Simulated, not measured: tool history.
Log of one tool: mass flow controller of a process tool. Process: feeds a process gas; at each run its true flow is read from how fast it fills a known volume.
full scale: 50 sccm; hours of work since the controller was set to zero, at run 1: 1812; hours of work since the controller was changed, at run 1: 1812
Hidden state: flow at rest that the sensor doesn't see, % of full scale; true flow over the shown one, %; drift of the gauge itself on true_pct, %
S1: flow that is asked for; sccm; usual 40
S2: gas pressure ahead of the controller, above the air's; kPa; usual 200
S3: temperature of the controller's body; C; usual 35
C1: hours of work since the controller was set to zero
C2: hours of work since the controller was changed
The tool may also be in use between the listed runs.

Run 1, hour 0.0: usual settings; C1 1812; C2 1812. Result: true flow (%) 99.25.
Run 2, hour 48.3: usual settings; C1 1847; C2 1847. Result: true flow (%) 99.16.
Run 3, hour 100.9: usual settings but S2 245 kPa; C1 1886; C2 1886. Result: true flow (%) 99.24.
Run 4, hour 138.1: usual settings but S2 245 kPa; C1 1914; C2 1914. Result: true flow (%) 99.07.
Run 5, hour 193.0: usual settings but S1 18 sccm; C1 1954; C2 1954. Result: true flow (%) 98.62.
Run 6, hour 261.1: usual settings but S1 18 sccm; C1 2004; C2 2004. Result: true flow (%) 98.70.
Run 7, hour 330.9: usual settings but S1 18 sccm; C1 2056; C2 2056. Result: true flow (%) 98.60.
Run 8, hour 374.3: usual settings but S1 16 sccm; C1 2088; C2 2088. Result: true flow (%) 98.55.
Run 9, hour 425.1: usual settings but S1 16 sccm; C1 2125; C2 2125. Result: true flow (%) 98.48.
Run 10, hour 478.1: usual settings but S3 26 C; C1 2165; C2 2165. Result: true flow (%) 99.20.
Run 11, hour 529.3: usual settings; C1 2202; C2 2202. Result: true flow (%) 98.61.
Run 12, hour 590.5: usual settings; C1 2248; C2 2248. Result: true flow (%) 98.55.
Run 13, hour 662.6: usual settings but S2 154 kPa; C1 2301; C2 2301. Result: true flow (%) 98.24.
Run 14, hour 696.2: usual settings; C1 2326; C2 2326. Result: true flow (%) 98.44.
Run 15, hour 775.2: usual settings; C1 2384; C2 2384. Result: true flow (%) 98.29.
Run 16, hour 844.2: usual settings; C1 2435; C2 2435. Result: true flow (%) 98.18.
Run 17, hour 915.6: usual settings but S1 33 sccm; C1 2488; C2 2488. Result: true flow (%) 98.15.
Run 18, hour 958.1: usual settings but S3 25 C; C1 2519; C2 2519. Result: true flow (%) 98.67.
Run 19, hour 1016.6: usual settings but S1 7 sccm; C1 2562; C2 2562. Result: true flow (%) 97.67.
Run 20, hour 1063.4: usual settings; C1 2597; C2 2597. Result: true flow (%) 97.98.
Run 21, hour 1122.3: usual settings but S2 170 kPa, S3 40 C; C1 2640; C2 2640. Result: true flow (%) 97.46.
Run 22, hour 1174.3: usual settings but S2 170 kPa, S3 40 C; C1 2679; C2 2679. Result: true flow (%) 97.32.
Run 23, hour 1211.5: usual settings but S1 17 sccm, S2 156 kPa, S3 37 C; C1 2706; C2 2706. Result: true flow (%) 97.41.
Run 24, hour 1281.0: usual settings but S1 17 sccm, S2 156 kPa, S3 37 C; C1 2757; C2 2757. Result: true flow (%) 97.18.
Run 25, hour 1355.7: usual settings but S1 31 sccm, S2 231 kPa; C1 2813; C2 2813. Result: true flow (%) 97.63.
Run 26, hour 1400.2: usual settings but S1 12 sccm, S2 162 kPa, S3 23 C; C1 2845; C2 2845. Result: true flow (%) 97.80.
Run 27, hour 1472.8: usual settings but S1 28 sccm, S2 162 kPa, S3 28 C; C1 2899; C2 2899. Result: true flow (%) 97.69.
Run 28, hour 1527.1: usual settings but S1 29 sccm; C1 2939; C2 2939. Result: true flow (%) 97.31.
Run 29, hour 1563.5: usual settings but S1 29 sccm; C1 2966; C2 2966. Result: true flow (%) 97.22.
Run 30, hour 1615.7: usual settings but S2 169 kPa; C1 3005; C2 3005. Result: true flow (%) 97.26.
Run 31, hour 1693.9: usual settings but S2 202 kPa, S3 31 C; C1 3062; C2 3062. Result: true flow (%) 97.43.
Run 32, hour 1729.9: usual settings but S2 202 kPa, S3 31 C; C1 3089; C2 3089. Result: true flow (%) 97.47.
Run 33, hour 1771.3: usual settings but S1 9 sccm, S2 217 kPa, S3 22 C; C1 3119; C2 3119. Result: true flow (%) 97.68.
Run 34, hour 1836.0: usual settings but S1 9 sccm, S2 217 kPa, S3 22 C; C1 3167; C2 3167. Result: true flow (%) 97.46.
Run 35, hour 1896.7: usual settings but S1 9 sccm, S2 217 kPa, S3 22 C; C1 3212; C2 3212. Result: true flow (%) 97.52.
Run 36, hour 1940.0: usual settings but S1 9 sccm, S2 217 kPa, S3 22 C; C1 3244; C2 3244. Result: true flow (%) 97.49.
Run 37, hour 1979.5: usual settings but S1 14 sccm, S2 149 kPa; C1 3273; C2 3273. Result: true flow (%) 96.43.
Run 38, hour 2024.5: usual settings but S1 14 sccm, S2 174 kPa; C1 3306; C2 3306. Result: true flow (%) 96.38.
Run 39, hour 2091.2: usual settings but S1 14 sccm, S2 174 kPa; C1 3356; C2 3356. Result: true flow (%) 96.30.
At hour 2095.5: gauge calibrated.
Run 40, hour 2160.8: usual settings but S1 14 sccm, S2 212 kPa, S3 25 C; C1 3407; C2 3407. Result: true flow (%) 99.55.

Forecast each of these 5 alternatives for the next run:
Run A, hour 2216.1: usual settings but S1 6 sccm, S2 168 kPa, S3 40 C; C1 3448; C2 3448. Result: true flow (%) ?.
Run B, hour 2216.1: usual settings but S1 9 sccm, S2 158 kPa, S3 25 C; C1 3448; C2 3448. Result: true flow (%) ?.
Run C, hour 2216.1: usual settings but S1 14 sccm, S2 212 kPa, S3 28 C; C1 3448; C2 3448. Result: true flow (%) ?.
Run D, hour 2216.1: usual settings but S1 14 sccm, S2 251 kPa, S3 27 C; C1 3448; C2 3448. Result: true flow (%) ?.
Run E, hour 2216.1: usual settings but S1 46 sccm, S3 23 C; C1 3448; C2 3448. Result: true flow (%) ?.

run  true flow (%)
  A          98.40
  B          99.23
  C          99.28
  D          99.37
  E         100.03
Without the tool's hidden state the same runs would have given:
run  true flow (%)
  A          98.56
  B          99.38
  C          99.42
  D          99.51
  E         100.17
